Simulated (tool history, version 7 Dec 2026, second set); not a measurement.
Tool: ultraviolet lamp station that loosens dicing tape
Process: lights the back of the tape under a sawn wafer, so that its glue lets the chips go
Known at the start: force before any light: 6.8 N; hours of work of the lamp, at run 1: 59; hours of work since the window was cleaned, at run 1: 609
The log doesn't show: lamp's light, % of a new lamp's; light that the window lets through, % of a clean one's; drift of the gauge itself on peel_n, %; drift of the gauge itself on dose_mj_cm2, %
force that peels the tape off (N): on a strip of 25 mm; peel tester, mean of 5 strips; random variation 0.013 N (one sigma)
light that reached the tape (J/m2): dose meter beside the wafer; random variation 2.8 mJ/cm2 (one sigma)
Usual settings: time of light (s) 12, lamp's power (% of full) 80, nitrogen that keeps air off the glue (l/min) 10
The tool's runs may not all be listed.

run	day	time of light (s)	lamp's power (% of full)	nitrogen that keeps air off the glue (l/min)	hours of work of the lamp	hours of work since the window was cleaned	force that peels the tape off (N)	light that reached the tape (J/m2)
1	0.000	12	80	10	59	609	0.861	3310
# day 2.662: window cleaned of glue's vapour
2	2.962	12	80	10	104	4	1.126	2810
3	5.817	12	80	11	147	48	1.194	2760
4	8.000	12	80	11	180	81	1.246	2640
5	11.142	12	80	11	227	128	1.333	2460
# day 13.738: window cleaned of glue's vapour, once more
6	14.621	12	80	11	279	13	0.878	3230
7	17.829	12	80	7	328	62	1.127	2990
8	20.421	12	80	10	367	101	1.053	2920
9	23.229	12	80	10	409	143	1.131	2780
10	25.946	12	80	10	450	184	1.231	2670
11	28.467	7	81	14	488	222	2.315	1490
12	30.075	7	81	14	513	247	2.554	1490
13	33.512	7	81	14	564	298	2.631	1360
# day 36.312: lamp changed
14	37.133	7	81	14	12	352	1.572	2180
15	40.008	7	81	14	56	396	1.657	2100
16	43.475	14	70	4	108	448	1.153	3440
17	45.271	14	70	4	135	475	1.199	3350
18	47.812	12	86	8	174	514	0.885	3410
19	51.017	12	87	7	222	562	1.014	3320

Forecast each of these 5 alternatives for the next run:
A	53.254	18	87	9	256	596	?	?
B	53.254	12	80	5	256	596	?	?
C	53.254	12	80	5	256	596	?	?
D	53.254	21	80	10	256	596	?	?
E	53.254	7	87	5	256	596	?	?

run	force that peels the tape off (N)	light that reached the tape (J/m2)
A	0.445	4730
B	1.436	2900
C	1.324	2870
D	0.355	5050
E	2.513	1830
Without the tool's hidden state the same runs would have given:
run	force that peels the tape off (N)	light that reached the tape (J/m2)
A	0.225	6580
B	0.806	4040
C	0.746	4010
D	0.188	7040
E	1.699	2550

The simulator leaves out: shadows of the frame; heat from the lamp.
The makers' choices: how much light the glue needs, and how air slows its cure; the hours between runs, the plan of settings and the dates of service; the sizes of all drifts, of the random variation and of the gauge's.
